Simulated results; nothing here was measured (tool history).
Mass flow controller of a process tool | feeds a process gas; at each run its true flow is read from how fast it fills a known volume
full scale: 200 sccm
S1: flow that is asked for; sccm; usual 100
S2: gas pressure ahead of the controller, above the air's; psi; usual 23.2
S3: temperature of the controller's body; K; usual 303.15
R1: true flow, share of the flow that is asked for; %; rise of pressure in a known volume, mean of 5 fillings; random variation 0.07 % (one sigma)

run,hour,S1,S2,S3,R1
1,0,100,23.2,303.15,98.94
2,144.6,100,23.2,303.15,99.07
3,262.5,100,40,303.15,99.97
4,392.1,100,40,303.15,99.94
5,513.8,100,23.2,303.15,99.04
6,719.7,100,23.2,303.15,99.18
7,829.9,100,23.2,303.15,99.25
8,1055.3,100,23.2,294.15,98.35
9,1230,100,23.2,294.15,98.36
10,1405.8,100,23.2,294.15,98.33
11,1540.7,100,23.2,294.15,98.27
12,1754.8,100,23.2,311.15,99.78
13,1850.6,100,23.2,303.15,99.13
14,2039.3,100,32.9,303.15,99.59
15,2220,100,23.2,303.15,99.14
16,2350.9,100,23.2,303.15,99.16
17,2446.1,100,36.8,303.15,99.82
18,2674.2,142,23.4,301.15,99.23
19,2800,85,31.3,304.15,99.5
20,2922.5,85,31.3,304.15,99.51
21,3138.1,85,31.3,304.15,99.33
22,3370.2,100,24.7,303.15,99.14
23,3477.9,100,24.7,303.15,99.04
24,3618.9,25,35.4,304.15,99.06
25,3742.8,45,28.1,298.15,98.28
26,3851,45,28.1,298.15,98.34
27,4013.4,100,32.2,296.15,98.9
28,4154.8,41,38.9,302.15,99.27
29,4348.4,41,38.9,302.15,99.2
30,4532.9,41,38.9,302.15,99.28
31,4746,21,26,302.15,98.38
# hour 4961.2: controller's zero set anew
32,4962,35,23.1,306.15,98.63
33,5170.8,100,28,303.15,99.26

Forecast each of these 5 alternatives for the next run:
A,5360.3,21,23.2,297.15,?
B,5360.3,70,23.2,303.15,?
C,5360.3,103,21.5,303.15,?
D,5360.3,36,28,306.15,?
E,5360.3,100,29,303.15,?

run,R1
A,97.81
B,98.82
C,98.87
D,98.98
E,99.41
Without the tool's hidden state the same runs would have given:
run,R1
A,97.84
B,98.86
C,98.9
D,99.01
E,99.44

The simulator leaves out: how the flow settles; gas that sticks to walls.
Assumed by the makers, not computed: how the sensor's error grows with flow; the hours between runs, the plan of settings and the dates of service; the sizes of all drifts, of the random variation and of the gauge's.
